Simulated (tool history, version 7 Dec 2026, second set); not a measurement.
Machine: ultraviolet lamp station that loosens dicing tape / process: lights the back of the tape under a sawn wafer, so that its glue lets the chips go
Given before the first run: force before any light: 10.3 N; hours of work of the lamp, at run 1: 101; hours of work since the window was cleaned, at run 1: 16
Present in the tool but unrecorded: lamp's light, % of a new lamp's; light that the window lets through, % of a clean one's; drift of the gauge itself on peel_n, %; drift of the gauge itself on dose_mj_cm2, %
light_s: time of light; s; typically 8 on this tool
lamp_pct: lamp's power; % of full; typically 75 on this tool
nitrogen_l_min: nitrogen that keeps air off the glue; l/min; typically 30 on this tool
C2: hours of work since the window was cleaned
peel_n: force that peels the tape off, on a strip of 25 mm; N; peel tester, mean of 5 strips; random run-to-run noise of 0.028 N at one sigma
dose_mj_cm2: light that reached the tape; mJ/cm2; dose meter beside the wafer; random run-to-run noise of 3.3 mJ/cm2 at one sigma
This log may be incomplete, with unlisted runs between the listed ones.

Run 1, hour 0.0: usual settings; hours of work of the lamp 101; C2 16. Result: peel_n 1.506 N, dose_mj_cm2 494 mJ/cm2.
Run 2, hour 10.9: usual settings but light_s 14 s; hours of work of the lamp 106; C2 22. Result: peel_n 0.461 N, dose_mj_cm2 853 mJ/cm2.
Run 3, hour 17.8: usual settings; hours of work of the lamp 110; C2 25. Result: peel_n 1.539 N, dose_mj_cm2 487 mJ/cm2.
Run 4, hour 22.7: usual settings but nitrogen_l_min 9 l/min; hours of work of the lamp 112; C2 28. Result: peel_n 2.771 N, dose_mj_cm2 488 mJ/cm2.
Run 5, hour 33.2: usual settings but nitrogen_l_min 9 l/min; hours of work of the lamp 117; C2 33. Result: peel_n 2.777 N, dose_mj_cm2 485 mJ/cm2.
Run 6, hour 40.2: usual settings; hours of work of the lamp 121; C2 36. Result: peel_n 1.575 N, dose_mj_cm2 489 mJ/cm2.
Run 7, hour 51.3: usual settings; hours of work of the lamp 126; C2 42. Result: peel_n 1.536 N, dose_mj_cm2 482 mJ/cm2.
Run 8, hour 59.6: usual settings; hours of work of the lamp 131; C2 46. Result: peel_n 1.554 N, dose_mj_cm2 477 mJ/cm2.
At hour 60.6: window cleaned of glue's vapour.
Run 9, hour 65.0: usual settings; hours of work of the lamp 133; C2 2. Result: peel_n 1.579 N, dose_mj_cm2 476 mJ/cm2.
Run 10, hour 73.0: usual settings; hours of work of the lamp 137; C2 6. Result: peel_n 1.605 N, dose_mj_cm2 473 mJ/cm2.
Run 11, hour 83.5: usual settings but nitrogen_l_min 34 l/min; hours of work of the lamp 143; C2 12. Result: peel_n 1.509 N, dose_mj_cm2 473 mJ/cm2.
Run 12, hour 91.5: usual settings but lamp_pct 72 % of full, nitrogen_l_min 34 l/min; hours of work of the lamp 147; C2 16. Result: peel_n 1.600 N, dose_mj_cm2 452 mJ/cm2.
At hour 95.7: window cleaned of glue's vapour, once more.
Run 13, hour 98.0: usual settings but lamp_pct 72 % of full, nitrogen_l_min 34 l/min; hours of work of the lamp 150; C2 1. Result: peel_n 1.479 N, dose_mj_cm2 472 mJ/cm2.
Run 14, hour 103.3: usual settings but lamp_pct 72 % of full, nitrogen_l_min 34 l/min; hours of work of the lamp 152; C2 4. Result: peel_n 1.601 N, dose_mj_cm2 468 mJ/cm2.
Run 15, hour 109.7: usual settings but light_s 10 s, nitrogen_l_min 32 l/min; hours of work of the lamp 155; C2 7. Result: peel_n 0.976 N, dose_mj_cm2 611 mJ/cm2.
Run 16, hour 120.3: usual settings but light_s 15 s, lamp_pct 91 % of full, nitrogen_l_min 12 l/min; hours of work of the lamp 161; C2 12. Result: peel_n 0.531 N, dose_mj_cm2 1104 mJ/cm2.
Run 17, hour 129.2: usual settings but light_s 7 s, lamp_pct 71 % of full, nitrogen_l_min 13 l/min; hours of work of the lamp 165; C2 17. Result: peel_n 3.064 N, dose_mj_cm2 403 mJ/cm2.
Run 18, hour 135.1: usual settings but lamp_pct 72 % of full; hours of work of the lamp 168; C2 20. Result: peel_n 1.625 N, dose_mj_cm2 471 mJ/cm2.
Run 19, hour 143.5: usual settings but lamp_pct 72 % of full; hours of work of the lamp 173; C2 24. Result: peel_n 1.699 N, dose_mj_cm2 468 mJ/cm2.
Run 20, hour 153.1: usual settings but light_s 9 s, lamp_pct 93 % of full; hours of work of the lamp 177; C2 29. Result: peel_n 0.819 N, dose_mj_cm2 674 mJ/cm2.
Run 21, hour 161.4: usual settings but light_s 5 s, lamp_pct 65 % of full, nitrogen_l_min 39 l/min; hours of work of the lamp 182; C2 33. Result: peel_n 3.442 N, dose_mj_cm2 257 mJ/cm2.
Run 22, hour 168.2: usual settings but light_s 5 s, lamp_pct 88 % of full, nitrogen_l_min 16 l/min; hours of work of the lamp 185; C2 37. Result: peel_n 3.308 N, dose_mj_cm2 356 mJ/cm2.

Consider 5 possible next runs. They are alternatives, not a sequence: every one starts from the tool as it was left by run 22. What does each give?
Run A, hour 177.4: usual settings but light_s 13 s, lamp_pct 81 % of full; hours of work of the lamp 190; C2 41. Result: peel_n ?, dose_mj_cm2 ?.
Run B, hour 177.4: usual settings but light_s 14 s; hours of work of the lamp 190; C2 41. Result: peel_n ?, dose_mj_cm2 ?.
Run C, hour 177.4: usual settings but light_s 5 s, lamp_pct 97 % of full, nitrogen_l_min 12 l/min; hours of work of the lamp 190; C2 41. Result: peel_n ?, dose_mj_cm2 ?.
Run D, hour 177.4: usual settings but light_s 6 s; hours of work of the lamp 190; C2 41. Result: peel_n ?, dose_mj_cm2 ?.
Run E, hour 177.4: usual settings but light_s 5 s, lamp_pct 79 % of full, nitrogen_l_min 24 l/min; hours of work of the lamp 190; C2 41. Result: peel_n ?, dose_mj_cm2 ?.

run  peel_n  dose_mj_cm2
  A   0.508          833
  B   0.502          838
  C   3.269          384
  D   2.513          354
  E   3.102          308
The same runs, with their run-to-run variation unchanged, on a tool lacking any hidden condition would have given:
run  peel_n  dose_mj_cm2
  A   0.428          899
  B   0.424          903
  C   2.998          414
  D   2.259          382
  E   2.837          332
